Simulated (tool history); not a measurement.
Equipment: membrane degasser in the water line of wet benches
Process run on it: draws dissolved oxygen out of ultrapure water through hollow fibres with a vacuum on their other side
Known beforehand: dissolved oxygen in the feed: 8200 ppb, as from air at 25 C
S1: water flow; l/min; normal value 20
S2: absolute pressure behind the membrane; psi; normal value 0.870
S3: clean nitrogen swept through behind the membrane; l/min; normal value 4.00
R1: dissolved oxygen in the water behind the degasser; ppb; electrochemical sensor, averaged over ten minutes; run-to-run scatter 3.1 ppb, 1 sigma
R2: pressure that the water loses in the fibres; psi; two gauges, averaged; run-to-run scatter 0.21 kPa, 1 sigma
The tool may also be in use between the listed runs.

run,hour,S1,S2,S3,R1,R2
1,0.0,20,0.870,4.00,309.9,6.814
2,212.8,20,0.870,4.00,315.8,6.870
3,495.3,19,0.870,4.00,292.9,6.505
4,676.5,20,0.615,4.00,298.4,6.840
5,918.0,20,0.870,4.00,308.4,6.839
6,1191.7,20,0.870,4.00,315.3,6.825
7,1366.4,20,0.870,4.00,313.6,6.888
8,1500.3,20,0.870,4.00,319.3,6.852
9,1637.5,20,0.870,4.00,315.4,6.840
10,1870.6,20,0.870,1.96,357.0,6.840
11,2137.2,20,0.870,1.96,344.7,6.831
12,2423.0,20,0.870,1.96,352.8,6.885
13,2658.2,20,0.870,1.96,356.0,6.891
14,2841.4,20,0.870,1.96,352.8,6.883
15,3047.3,20,0.870,11.83,295.0,6.852
16,3294.8,20,1.349,4.00,357.9,6.914
17,3575.0,20,0.600,4.00,307.0,6.868
# hour 3599.3: seals of the vacuum lines changed
18,3865.2,20,0.600,4.00,303.5,6.879
19,4154.5,20,0.606,4.00,304.0,6.902
20,4373.1,20,0.609,4.00,308.0,6.894
21,4555.7,18,0.609,4.00,262.6,6.205
# hour 4662.8: vacuum gauge calibrated
22,4783.7,22,0.870,4.26,375.6,7.564
23,4930.9,22,0.870,4.26,367.9,7.632
24,5140.8,19,0.870,4.26,296.5,6.540
25,5356.2,19,0.870,4.26,297.9,6.554

Run 26 comes next. What will it give?
26,5524.1,19,0.870,4.26,?,?

Run 26 yielded R1 304.6 ppb, R2 6.548 psi.
With the hidden condition absent and the run-to-run variation left alone, this run would have shown R1 287.4 ppb, R2 6.422 psi.
